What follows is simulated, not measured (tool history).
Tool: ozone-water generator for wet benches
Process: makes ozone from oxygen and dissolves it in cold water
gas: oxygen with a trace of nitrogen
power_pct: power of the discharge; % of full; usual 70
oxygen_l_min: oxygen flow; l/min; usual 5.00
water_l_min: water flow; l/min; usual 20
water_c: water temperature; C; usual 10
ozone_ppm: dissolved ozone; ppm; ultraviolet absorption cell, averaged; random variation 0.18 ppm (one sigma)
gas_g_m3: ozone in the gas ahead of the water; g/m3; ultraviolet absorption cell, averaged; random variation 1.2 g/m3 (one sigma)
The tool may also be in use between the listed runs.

run 1 day=0.000 | power_pct=70 oxygen_l_min=5.00 water_l_min=20 water_c=10 | ozone_ppm=23.0 gas_g_m3=204.3
run 2 day=3.471 | power_pct=70 oxygen_l_min=5.00 water_l_min=20 water_c=10 | ozone_ppm=23.4 gas_g_m3=203.6
run 3 day=5.146 | power_pct=70 oxygen_l_min=5.00 water_l_min=13 water_c=10 | ozone_ppm=34.0 gas_g_m3=202.5
run 4 day=7.725 | power_pct=70 oxygen_l_min=5.00 water_l_min=20 water_c=13 | ozone_ppm=22.1 gas_g_m3=202.0
run 5 day=10.442 | power_pct=70 oxygen_l_min=5.00 water_l_min=20 water_c=13 | ozone_ppm=22.1 gas_g_m3=203.0
run 6 day=13.738 | power_pct=70 oxygen_l_min=5.00 water_l_min=20 water_c=13 | ozone_ppm=22.1 gas_g_m3=201.2
run 7 day=16.350 | power_pct=70 oxygen_l_min=5.00 water_l_min=20 water_c=13 | ozone_ppm=22.1 gas_g_m3=203.0
run 8 day=18.062 | power_pct=70 oxygen_l_min=7.10 water_l_min=20 water_c=10 | ozone_ppm=24.4 gas_g_m3=176.6
run 9 day=19.742 | power_pct=70 oxygen_l_min=7.10 water_l_min=20 water_c=10 | ozone_ppm=24.3 gas_g_m3=175.1
run 10 day=21.488 | power_pct=70 oxygen_l_min=7.10 water_l_min=20 water_c=10 | ozone_ppm=24.3 gas_g_m3=176.2
run 11 day=23.692 | power_pct=70 oxygen_l_min=7.10 water_l_min=20 water_c=13 | ozone_ppm=23.4 gas_g_m3=175.7
run 12 day=26.083 | power_pct=70 oxygen_l_min=7.57 water_l_min=20 water_c=10 | ozone_ppm=24.7 gas_g_m3=173.4
run 13 day=29.112 | power_pct=60 oxygen_l_min=5.00 water_l_min=20 water_c=10 | ozone_ppm=21.1 gas_g_m3=184.8
run 14 day=32.225 | power_pct=78 oxygen_l_min=5.02 water_l_min=20 water_c=10 | ozone_ppm=24.0 gas_g_m3=214.6
run 15 day=34.962 | power_pct=78 oxygen_l_min=5.02 water_l_min=20 water_c=10 | ozone_ppm=24.2 gas_g_m3=213.4
run 16 day=38.025 | power_pct=78 oxygen_l_min=5.02 water_l_min=20 water_c=10 | ozone_ppm=24.3 gas_g_m3=216.5
run 17 day=40.583 | power_pct=77 oxygen_l_min=3.15 water_l_min=18 water_c=11 | ozone_ppm=23.3 gas_g_m3=255.3
run 18 day=43.238 | power_pct=68 oxygen_l_min=8.00 water_l_min=16 water_c=10 | ozone_ppm=29.2 gas_g_m3=163.3
run 19 day=46.283 | power_pct=68 oxygen_l_min=8.00 water_l_min=16 water_c=10 | ozone_ppm=29.1 gas_g_m3=163.8
run 20 day=48.558 | power_pct=64 oxygen_l_min=3.39 water_l_min=16 water_c=16 | ozone_ppm=22.5 gas_g_m3=220.5
run 21 day=51.912 | power_pct=64 oxygen_l_min=4.88 water_l_min=24 water_c=16 | ozone_ppm=16.6 gas_g_m3=191.8
run 22 day=54.533 | power_pct=70 oxygen_l_min=3.93 water_l_min=21 water_c=12 | ozone_ppm=19.6 gas_g_m3=219.0
run 23 day=57.150 | power_pct=61 oxygen_l_min=3.92 water_l_min=19 water_c=10 | ozone_ppm=20.3 gas_g_m3=202.6
run 24 day=59.971 | power_pct=99 oxygen_l_min=3.92 water_l_min=19 water_c=6 | ozone_ppm=28.3 gas_g_m3=268.3
run 25 day=61.783 | power_pct=92 oxygen_l_min=6.01 water_l_min=14 water_c=6 | ozone_ppm=39.7 gas_g_m3=217.0
run 26 day=65.188 | power_pct=70 oxygen_l_min=7.37 water_l_min=21 water_c=10 | ozone_ppm=22.8 gas_g_m3=170.9

4 ways to go on from here, each from the tool as it stands after run 26. What would each give?
run A day=68.488 | power_pct=70 oxygen_l_min=5.00 water_l_min=20 water_c=13 | ozone_ppm=? gas_g_m3=?
run B day=68.488 | power_pct=70 oxygen_l_min=5.00 water_l_min=20 water_c=9 | ozone_ppm=? gas_g_m3=?
run C day=68.488 | power_pct=70 oxygen_l_min=7.37 water_l_min=14 water_c=10 | ozone_ppm=? gas_g_m3=?
run D day=68.488 | power_pct=52 oxygen_l_min=4.68 water_l_min=20 water_c=10 | ozone_ppm=? gas_g_m3=?

run=A ozone_ppm=21.3 gas_g_m3=197.5
run=B ozone_ppm=22.6 gas_g_m3=199.7
run=C ozone_ppm=32.3 gas_g_m3=170.8
run=D ozone_ppm=18.3 gas_g_m3=170.4
Without the tool's hidden state the same runs would have given:
run=A ozone_ppm=23.6 gas_g_m3=210.9
run=B ozone_ppm=25.1 gas_g_m3=213.2
run=C ozone_ppm=35.6 gas_g_m3=182.3
run=D ozone_ppm=20.1 gas_g_m3=179.8
